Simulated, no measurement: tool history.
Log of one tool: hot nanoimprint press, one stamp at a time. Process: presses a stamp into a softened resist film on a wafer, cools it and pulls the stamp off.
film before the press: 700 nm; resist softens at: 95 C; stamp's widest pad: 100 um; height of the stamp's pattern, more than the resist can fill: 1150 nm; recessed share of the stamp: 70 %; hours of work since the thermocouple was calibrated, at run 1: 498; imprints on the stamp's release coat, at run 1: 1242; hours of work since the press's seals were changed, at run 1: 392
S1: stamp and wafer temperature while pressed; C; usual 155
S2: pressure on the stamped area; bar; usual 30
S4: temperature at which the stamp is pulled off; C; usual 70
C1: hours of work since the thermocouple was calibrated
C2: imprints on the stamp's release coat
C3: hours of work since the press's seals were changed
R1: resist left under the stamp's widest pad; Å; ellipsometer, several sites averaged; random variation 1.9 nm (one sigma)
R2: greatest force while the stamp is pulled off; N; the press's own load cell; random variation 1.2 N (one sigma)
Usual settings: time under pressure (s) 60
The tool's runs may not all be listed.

{"run": 1, "hour": 0.0, "S1": 155, "S2": 30, "time under pressure (s)": 60, "S4": 70, "C1": 498, "C2": 1242, "C3": 392, "R1": 2771, "R2": 99}
{"hour": 37.6, "done": "plate thermocouple calibrated"}
{"hour": 54.6, "done": "stamp cleaned and given a new release coat"}
{"run": 2, "hour": 55.8, "S1": 155, "S2": 30, "time under pressure (s)": 60, "S4": 70, "C1": 6, "C2": 2, "C3": 417, "R1": 3039, "R2": 89}
{"run": 3, "hour": 100.1, "S1": 155, "S2": 47, "time under pressure (s)": 60, "S4": 70, "C1": 30, "C2": 92, "C3": 441, "R1": 2509, "R2": 90}
{"run": 4, "hour": 124.5, "S1": 155, "S2": 47, "time under pressure (s)": 60, "S4": 70, "C1": 43, "C2": 141, "C3": 454, "R1": 2516, "R2": 90}
{"run": 5, "hour": 171.9, "S1": 155, "S2": 47, "time under pressure (s)": 60, "S4": 70, "C1": 68, "C2": 238, "C3": 479, "R1": 2505, "R2": 94}
{"run": 6, "hour": 221.9, "S1": 155, "S2": 47, "time under pressure (s)": 60, "S4": 70, "C1": 94, "C2": 339, "C3": 505, "R1": 2489, "R2": 94}
{"run": 7, "hour": 251.2, "S1": 155, "S2": 47, "time under pressure (s)": 60, "S4": 70, "C1": 110, "C2": 399, "C3": 521, "R1": 2495, "R2": 95}
{"run": 8, "hour": 272.5, "S1": 155, "S2": 47, "time under pressure (s)": 60, "S4": 70, "C1": 121, "C2": 442, "C3": 532, "R1": 2454, "R2": 94}
{"run": 9, "hour": 317.2, "S1": 155, "S2": 47, "time under pressure (s)": 60, "S4": 70, "C1": 145, "C2": 532, "C3": 555, "R1": 2478, "R2": 97}
{"run": 10, "hour": 348.1, "S1": 155, "S2": 47, "time under pressure (s)": 60, "S4": 70, "C1": 161, "C2": 595, "C3": 572, "R1": 2461, "R2": 95}
{"run": 11, "hour": 395.3, "S1": 155, "S2": 47, "time under pressure (s)": 60, "S4": 70, "C1": 186, "C2": 691, "C3": 597, "R1": 2454, "R2": 100}
{"run": 12, "hour": 421.9, "S1": 155, "S2": 47, "time under pressure (s)": 60, "S4": 70, "C1": 200, "C2": 745, "C3": 611, "R1": 2466, "R2": 98}
{"hour": 478.6, "done": "press's hydraulic seals changed and the load cell set to zero"}
{"run": 13, "hour": 478.6, "S1": 155, "S2": 47, "time under pressure (s)": 60, "S4": 70, "C1": 226, "C2": 844, "C3": 0, "R1": 2339, "R2": 98}
{"run": 14, "hour": 523.4, "S1": 155, "S2": 30, "time under pressure (s)": 60, "S4": 64, "C1": 249, "C2": 934, "C3": 24, "R1": 2876, "R2": 105}
{"run": 15, "hour": 565.2, "S1": 155, "S2": 30, "time under pressure (s)": 60, "S4": 76, "C1": 271, "C2": 1019, "C3": 46, "R1": 2835, "R2": 96}
{"run": 16, "hour": 598.5, "S1": 145, "S2": 30, "time under pressure (s)": 60, "S4": 64, "C1": 289, "C2": 1087, "C3": 63, "R1": 5023, "R2": 105}
{"run": 17, "hour": 643.0, "S1": 145, "S2": 30, "time under pressure (s)": 60, "S4": 64, "C1": 313, "C2": 1177, "C3": 87, "R1": 4984, "R2": 105}
{"run": 18, "hour": 685.0, "S1": 145, "S2": 30, "time under pressure (s)": 60, "S4": 64, "C1": 335, "C2": 1262, "C3": 109, "R1": 4965, "R2": 108}

Run 19 comes next. What will it give?
{"hour": 726.0, "done": "stamp cleaned and given a new release coat"}
{"run": 19, "hour": 736.0, "S1": 145, "S2": 30, "time under pressure (s)": 60, "S4": 64, "C1": 359, "C2": 21, "C3": 133, "R1": "?", "R2": "?"}

Run 19 gave R1 4958 Å, R2 93 N.
Without the tool's hidden state the same run would have given R1 5177 Å, R2 93 N.
